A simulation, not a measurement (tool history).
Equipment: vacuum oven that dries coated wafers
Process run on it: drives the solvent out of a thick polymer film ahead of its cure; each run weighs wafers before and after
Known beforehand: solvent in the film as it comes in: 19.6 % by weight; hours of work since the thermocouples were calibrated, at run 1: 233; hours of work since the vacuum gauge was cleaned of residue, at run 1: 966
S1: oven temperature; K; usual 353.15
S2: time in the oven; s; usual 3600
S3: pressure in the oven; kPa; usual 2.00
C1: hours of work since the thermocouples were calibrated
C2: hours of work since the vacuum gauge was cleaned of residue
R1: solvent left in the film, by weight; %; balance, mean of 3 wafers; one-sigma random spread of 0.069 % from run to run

run      day      S1    S2    S3   C1    C2    R1
  1    0.000  353.15  3600  2.00  233   966  4.73
  2    2.125  353.15  3600  2.00  253   987  4.73
  3    5.754  360.15  3600  2.00  289  1022  2.98
  4   10.858  360.15  3600  2.00  339  1072  2.90
  5   13.692  353.15  3600  4.92  366  1099  7.22
  6   18.658  353.15  3600  4.92  415  1148  7.03
  7   21.546  353.15  3600  6.36  443  1176  8.46
  8   25.912  353.15  3600  2.19  485  1219  4.79
  9   30.171  353.15  3600  2.19  527  1260  4.86
 10   33.592  353.15  3600  2.19  560  1293  4.89
 11   37.150  353.15  5040  2.00  595  1328  3.51
      38.312  -- vacuum gauge cleaned of residue and calibrated
 12   39.875  353.15  3600  2.00  621    15  4.67
 13   43.338  353.15  3600  2.00  654    49  4.76
 14   45.567  353.15  3600  2.00  676    71  4.61
      46.275  -- oven's thermocouples calibrated
 15   49.642  353.15  3600  2.00   33   110  4.81
 16   54.867  353.15  3600  2.00   84   160  4.67
 17   59.529  353.15  3600  2.00  129   206  4.62
 18   61.892  351.15  3600  2.00  152   229  5.25
 19   67.071  351.15  3600  2.00  203   279  5.29
 20   70.346  351.15  3600  2.00  234   311  5.33
 21   73.954  351.15  3600  2.00  270   346  5.34
 22   77.354  351.15  3600  2.00  303   380  5.22
 23   81.842  339.15  3600  2.00  346   423  9.55
 24   84.912  339.15  3600  2.00  376   453  9.53
 25   89.754  357.15  4500  5.79  424   500  5.82
 26   93.867  363.15  3600  2.71  464   540  2.82
 27   96.575  355.15  1980  1.76  490   567  7.04
 28  101.042  355.15  3240  1.31  534   610  4.13
 29  105.125  355.15  3240  1.31  573   650  4.07
 30  109.496  355.15  3240  1.31  616   693  4.11
 31  113.783  339.15  4200  1.03  658   734  7.79
     116.267  -- oven's thermocouples calibrated
 32  116.267  339.15  4200  1.03    0   758  7.56
 33  120.629  353.15  5580  5.59   42   800  6.26
 34  125.692  353.15  1920  1.01   92   850  7.37

Take each entry between the runs: how does the hidden state at the last listed run before it differ from the hidden state at the first listed run after it?
Run 11 -> run 12: vacuum gauge cleaned of residue and calibrated (day 38.312)
  true wafer temperature over the reading, C: -0.06 -> -0.07; true pressure over the reading, kPa: 0.025 -> 0.001
Run 14 -> run 15: oven's thermocouples calibrated (day 46.275)
  true wafer temperature over the reading, C: -0.07 -> -0.03; true pressure over the reading, kPa: 0.002 -> 0.003
Run 31 -> run 32: oven's thermocouples calibrated (day 116.267)
  true wafer temperature over the reading, C: -0.08 -> 0; true pressure over the reading, kPa: 0.014 -> 0.015
